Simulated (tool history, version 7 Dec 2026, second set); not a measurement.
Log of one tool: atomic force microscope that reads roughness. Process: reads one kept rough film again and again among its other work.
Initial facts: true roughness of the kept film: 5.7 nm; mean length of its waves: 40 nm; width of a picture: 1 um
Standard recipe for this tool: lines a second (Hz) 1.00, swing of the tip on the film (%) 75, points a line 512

run,hour,lines a second (Hz),swing of the tip on the film (%),points a line,roughness of the kept film (nm (root mean square))
1,0.0,1.00,75,512,4.866
2,7.2,1.00,75,512,4.901
3,11.9,1.00,78,512,4.818
4,17.3,1.00,75,438,4.797
5,22.1,1.00,75,438,4.778
6,27.2,1.00,75,512,4.762
7,35.5,1.00,75,512,4.699
8,43.0,1.00,75,893,4.669
9,49.4,2.05,75,512,4.394
10,56.7,1.00,75,512,4.540
11,61.7,1.00,75,512,4.543
12,68.5,3.24,75,512,4.102
13,74.6,3.24,75,512,4.051
14,81.9,1.00,75,512,4.418
15,87.1,1.00,57,512,4.554
16,94.9,1.00,85,512,4.243
17,100.1,1.00,85,512,4.232
18,107.5,1.00,85,512,4.179
19,116.4,1.00,85,406,4.177
20,126.0,1.00,85,406,4.121
21,132.1,1.00,75,512,4.225
22,136.8,1.00,75,512,4.195
23,142.0,1.00,75,512,4.137
24,146.1,1.00,75,364,4.135
25,153.7,1.00,75,364,4.105
26,158.3,1.00,75,512,4.131
27,167.0,0.52,64,512,4.203
28,174.5,0.54,57,512,5.254
29,180.3,0.54,57,512,5.178
30,186.5,0.86,76,512,4.937
31,196.1,0.86,76,512,4.903
32,203.2,0.86,76,512,4.845
33,210.1,1.00,61,276,4.929
34,220.5,1.00,61,276,4.865
35,225.0,2.02,88,931,4.188
36,229.8,3.66,55,411,4.702
37,234.0,3.66,55,411,4.682
38,239.9,1.98,75,512,4.430
39,244.1,1.98,75,512,4.424
40,252.4,1.38,75,665,4.494
41,262.2,0.72,60,512,4.677
42,266.9,0.72,60,512,4.656
43,271.3,0.72,73,600,4.549
44,277.2,0.54,75,582,4.556
45,283.0,0.64,58,512,4.580
46,292.4,0.78,88,686,4.286
47,301.6,1.66,72,285,4.259
48,310.1,3.15,59,733,4.271
49,315.3,1.63,61,402,4.305
50,320.0,1.63,61,402,4.325
51,324.9,1.01,75,292,4.170

Not shown: 3 entries that the log had between the listed runs. Between which runs, and how does the tool's hidden state differ before and after?
From run 27 to run 28: new tip fitted (hour 170.5)
  radius of the tip, nm: 23.9 -> 5.6; height scale over the true one, %: -0.09 -> -0.1
  measured result minus the result with no hidden state, roughness of the kept film (nm (root mean square)): -1.047 -> -0.046
From run 28 to run 29: height scale calibrated on a step standard (hour 176.2)
  radius of the tip, nm: 5.6 -> 6; height scale over the true one, %: -0.1 -> -0.13
  measured result minus the result with no hidden state, roughness of the kept film (nm (root mean square)): -0.046 -> -0.078
From run 33 to run 34: height scale calibrated on a step standard, once more (hour 219.2)
  radius of the tip, nm: 8.9 -> 9.8; height scale over the true one, %: -0.15 -> 0
  measured result minus the result with no hidden state, roughness of the kept film (nm (root mean square)): -0.261 -> -0.311
